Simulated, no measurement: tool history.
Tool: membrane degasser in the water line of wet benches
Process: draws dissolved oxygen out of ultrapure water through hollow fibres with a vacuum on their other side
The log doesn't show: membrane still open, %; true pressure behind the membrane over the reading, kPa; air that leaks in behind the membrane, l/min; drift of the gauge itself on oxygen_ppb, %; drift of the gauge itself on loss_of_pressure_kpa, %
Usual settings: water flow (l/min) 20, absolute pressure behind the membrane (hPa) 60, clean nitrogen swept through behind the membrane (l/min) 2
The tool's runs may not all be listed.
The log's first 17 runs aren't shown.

run      day  water flow (l/min)  absolute pressure behind the membrane (hPa)  clean nitrogen swept through behind the membrane (l/min)  hours since the membrane was changed  hours since the vacuum gauge was calibrated  hours since the vacuum lines were made tight  dissolved oxygen in the water behind the degasser (ppb)  pressure that the water loses in the fibres (hPa)
 18  185.071                  15                                         60.9                                                      3.41                                  1173                                          765                                          8604                                                    133.4                                              325.4
 19    199.6                  23                                         44.3                                                      0.89                                  1522                                         1114                                          8952                                                    429.3                                              500.6
     204.217  -- seals of the vacuum lines changed
 20  211.662                  23                                         44.3                                                      0.89                                  1809                                         1402                                           179                                                    436.3                                              498.2
 21   223.45                  23                                         44.3                                                      0.89                                  2092                                         1685                                           462                                                    440.6                                              495.5
 22   233.95                  23                                         44.3                                                      0.89                                  2344                                         1937                                           714                                                    432.1                                              500.9
 23  240.362                  17                                         38.1                                                       1.3                                  2498                                         2090                                           867                                                    174.9                                              368.3
 24  249.133                  31                                           60                                                         5                                  2709                                         2301                                          1078                                                    784.8                                              670.1
 25    261.9                  31                                           60                                                         5                                  3015                                         2607                                          1384                                                    771.1                                              669.8
 26  272.908                  31                                           60                                                         2                                  3279                                         2871                                          1649                                                    822.9                                              666.5
 27  279.812                  31                                           60                                                         2                                  3445                                         3037                                          1814                                                    823.3                                              667.3
 28  286.858                  31                                           60                                                         2                                  3614                                         3206                                          1983                                                    814.7                                              672.1
 29  292.904                  31                                           60                                                         2                                  3759                                         3351                                          2128                                                    804.4                                              666.6
 30  307.212                  17                                        107.9                                                      4.83                                  4103                                         3695                                          2472                                                    216.3                                              363.7
 31   315.55                  17                                        107.9                                                      4.83                                  4303                                         3895                                          2672                                                    216.5                                              366.8
 32  321.938                  30                                        107.9                                                      4.83                                  4456                                         4048                                          2825                                                    790.5                                              640.7
 33  333.504                  28                                        125.1                                                         2                                  4734                                         4326                                          3103                                                    835.7                                              598.9

3 ways to go on from here, each from the tool as it stands after run 33. What would each give?
  A  344.675                  20                                           60                                                      4.57                                  5002                                         4594                                          3371                                                        ?                                                  ?
  B  344.675                  20                                         61.3                                                      4.69                                  5002                                         4594                                          3371                                                        ?                                                  ?
  C  344.675                  20                                           60                                                      5.48                                  5002                                         4594                                          3371                                                        ?                                                  ?

run  dissolved oxygen in the water behind the degasser (ppb)  pressure that the water loses in the fibres (hPa)
  A                                                    280.5                                              427.5
  B                                                    281.5                                              432.3
  C                                                    280.4                                              429.9
Without the tool's hidden state the same runs would have given:
run  dissolved oxygen in the water behind the degasser (ppb)  pressure that the water loses in the fibres (hPa)
  A                                                    280.1                                              435.4
  B                                                    281.1                                              440.2
  C                                                      280                                              437.9
